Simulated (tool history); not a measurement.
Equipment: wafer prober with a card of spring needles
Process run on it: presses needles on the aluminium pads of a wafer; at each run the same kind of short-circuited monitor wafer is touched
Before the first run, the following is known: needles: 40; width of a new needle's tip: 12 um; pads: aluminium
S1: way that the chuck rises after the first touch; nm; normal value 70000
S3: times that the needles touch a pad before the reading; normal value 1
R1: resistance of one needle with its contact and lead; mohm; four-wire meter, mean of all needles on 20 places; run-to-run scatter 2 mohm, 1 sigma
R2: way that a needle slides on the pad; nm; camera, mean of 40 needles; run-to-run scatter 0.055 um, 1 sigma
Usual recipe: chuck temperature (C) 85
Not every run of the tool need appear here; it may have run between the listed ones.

{"run": 1, "hour": 0.0, "S1": 70000, "chuck temperature (C)": 85, "S3": 1, "R1": 212, "R2": 9680}
{"run": 2, "hour": 11.0, "S1": 70000, "chuck temperature (C)": 72, "S3": 1, "R1": 212, "R2": 9640}
{"run": 3, "hour": 24.6, "S1": 70000, "chuck temperature (C)": 85, "S3": 1, "R1": 211, "R2": 9500}
{"run": 4, "hour": 35.4, "S1": 70000, "chuck temperature (C)": 57, "S3": 1, "R1": 206, "R2": 9550}
{"run": 5, "hour": 42.2, "S1": 70000, "chuck temperature (C)": 104, "S3": 1, "R1": 215, "R2": 9570}
{"run": 6, "hour": 53.5, "S1": 70000, "chuck temperature (C)": 85, "S3": 1, "R1": 209, "R2": 9510}
{"run": 7, "hour": 65.1, "S1": 70000, "chuck temperature (C)": 85, "S3": 2, "R1": 214, "R2": 9560}
{"run": 8, "hour": 79.3, "S1": 70000, "chuck temperature (C)": 85, "S3": 2, "R1": 213, "R2": 9620}
{"run": 9, "hour": 87.5, "S1": 70000, "chuck temperature (C)": 62, "S3": 1, "R1": 207, "R2": 9470}
{"run": 10, "hour": 101.4, "S1": 70000, "chuck temperature (C)": 62, "S3": 1, "R1": 208, "R2": 9520}
{"run": 11, "hour": 116.5, "S1": 70000, "chuck temperature (C)": 85, "S3": 2, "R1": 211, "R2": 9580}
{"run": 12, "hour": 128.1, "S1": 82000, "chuck temperature (C)": 85, "S3": 2, "R1": 208, "R2": 11330}
{"run": 13, "hour": 138.3, "S1": 56000, "chuck temperature (C)": 85, "S3": 3, "R1": 215, "R2": 7710}
{"run": 14, "hour": 146.4, "S1": 56000, "chuck temperature (C)": 85, "S3": 2, "R1": 218, "R2": 7770}
{"run": 15, "hour": 157.1, "S1": 55000, "chuck temperature (C)": 62, "S3": 3, "R1": 210, "R2": 7520}
{"run": 16, "hour": 171.4, "S1": 68000, "chuck temperature (C)": 26, "S3": 1, "R1": 199, "R2": 9380}
{"run": 17, "hour": 179.2, "S1": 62000, "chuck temperature (C)": 48, "S3": 2, "R1": 205, "R2": 8550}
{"run": 18, "hour": 194.6, "S1": 62000, "chuck temperature (C)": 48, "S3": 2, "R1": 203, "R2": 8500}
{"run": 19, "hour": 201.8, "S1": 67000, "chuck temperature (C)": 96, "S3": 2, "R1": 220, "R2": 9110}
{"run": 20, "hour": 215.8, "S1": 67000, "chuck temperature (C)": 103, "S3": 1, "R1": 215, "R2": 9190}
{"run": 21, "hour": 225.3, "S1": 67000, "chuck temperature (C)": 103, "S3": 1, "R1": 216, "R2": 9170}
{"run": 22, "hour": 240.9, "S1": 85000, "chuck temperature (C)": 43, "S3": 3, "R1": 192, "R2": 11720}

Put back what was entered between runs (28 entries, withheld): which listed runs does each sit between, and how does the hidden state differ from the listed run before to the listed run after?
From run 1 to run 2: tips cleaned on abrasive film (hour 2.2); tips cleaned on abrasive film (hour 11.0)
  debris on the tips, nm: 0.3 -> 0
From run 2 to run 3: tips cleaned on abrasive film (hour 20.4)
  debris on the tips, nm: 0 -> 0.2
From run 3 to run 4: tips cleaned on abrasive film (hour 28.8)
  debris on the tips, nm: 0.2 -> 0.3
From run 4 to run 5: tips cleaned on abrasive film (hour 37.1)
  no hidden state differs between the two runs
From run 5 to run 6: tips cleaned on abrasive film (hour 46.2)
  debris on the tips, nm: 0.3 -> 0.4
From run 6 to run 7: tips cleaned on abrasive film (hour 54.9); tips cleaned on abrasive film (hour 63.4)
  debris on the tips, nm: 0.4 -> 0.1; way that the needles fall short of the set height, um: 0 -> 0.01
From run 7 to run 8: tips cleaned on abrasive film (hour 71.8)
  debris on the tips, nm: 0.1 -> 0.4
From run 8 to run 9: tips cleaned on abrasive film (hour 80.7)
  debris on the tips, nm: 0.4 -> 0.3
From run 9 to run 10: tips cleaned on abrasive film (hour 88.9); tips cleaned on abrasive film (hour 97.6)
  debris on the tips, nm: 0.3 -> 0.2
From run 10 to run 11: tips cleaned on abrasive film (hour 106.2); tips cleaned on abrasive film (hour 115.5)
  debris on the tips, nm: 0.2 -> 0.1
From run 11 to run 12: tips cleaned on abrasive film (hour 124.1)
  debris on the tips, nm: 0.1 -> 0.2
From run 12 to run 13: tips cleaned on abrasive film (hour 133.0)
  debris on the tips, nm: 0.2 -> 0.3
From run 13 to run 14: tips cleaned on abrasive film (hour 141.8)
  debris on the tips, nm: 0.3 -> 0.2
From run 14 to run 15: tips cleaned on abrasive film (hour 150.2)
  debris on the tips, nm: 0.2 -> 0.3
From run 15 to run 16: tips cleaned on abrasive film (hour 159.7); tips cleaned on abrasive film (hour 168.0)
  debris on the tips, nm: 0.3 -> 0.2
From run 16 to run 17: tips cleaned on abrasive film (hour 176.7)
  no hidden state differs between the two runs
From run 17 to run 18: tips cleaned on abrasive film (hour 185.2); tips cleaned on abrasive film (hour 193.9)
  debris on the tips, nm: 0.2 -> 0.1
From run 19 to run 20: tips cleaned on abrasive film (hour 202.5); tips cleaned on abrasive film (hour 211.1)
  debris on the tips, nm: 0.4 -> 0.3
From run 20 to run 21: tips cleaned on abrasive film (hour 219.9)
  no hidden state differs between the two runs
From run 21 to run 22: tips cleaned on abrasive film (hour 228.9); tips cleaned on abrasive film (hour 237.5)
  debris on the tips, nm: 0.3 -> 0.2
